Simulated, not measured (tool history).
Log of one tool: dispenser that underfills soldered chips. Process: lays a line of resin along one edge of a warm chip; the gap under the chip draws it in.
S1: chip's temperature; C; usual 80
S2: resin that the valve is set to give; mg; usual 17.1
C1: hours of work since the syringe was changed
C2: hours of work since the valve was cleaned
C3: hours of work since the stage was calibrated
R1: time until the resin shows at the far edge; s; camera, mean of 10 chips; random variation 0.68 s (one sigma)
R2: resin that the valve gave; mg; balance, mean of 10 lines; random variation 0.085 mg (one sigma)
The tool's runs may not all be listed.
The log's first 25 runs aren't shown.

run	day	S1	S2	C1	C2	C3	R1	R2
26	6.700	77	14.8	5	18	149	85.3	14.59
27	6.904	94	16.7	8	21	152	50.0	16.40
# day 7.083: new syringe of resin
28	7.179	80	16.1	1	24	156	67.8	15.67
29	7.362	85	17.1	4	27	158	60.4	16.72
30	7.521	92	20.9	6	30	161	49.9	20.51
# day 7.829: new syringe of resin
31	7.875	88	20.0	1	35	166	47.5	19.50
32	8.138	88	20.0	5	38	170	52.9	19.42
33	8.379	74	16.5	8	42	173	101.7	15.88
# day 8.583: new syringe of resin
34	8.654	87	16.1	1	46	177	52.1	15.43
35	8.921	80	15.8	5	50	181	74.8	15.21

3 ways to go on from here, each from the tool as it stands after run 35. What would each give?
A	9.233	88	20.3	10	54	186	?	?
B	9.233	80	16.7	10	54	186	?	?
C	9.233	80	21.4	10	54	186	?	?

run	R1	R2
A	63.0	19.31
B	86.8	15.99
C	82.8	20.52
Without the tool's hidden state the same runs would have given:
run	R1	R2
A	45.0	20.23
B	61.4	16.76
C	59.1	21.50

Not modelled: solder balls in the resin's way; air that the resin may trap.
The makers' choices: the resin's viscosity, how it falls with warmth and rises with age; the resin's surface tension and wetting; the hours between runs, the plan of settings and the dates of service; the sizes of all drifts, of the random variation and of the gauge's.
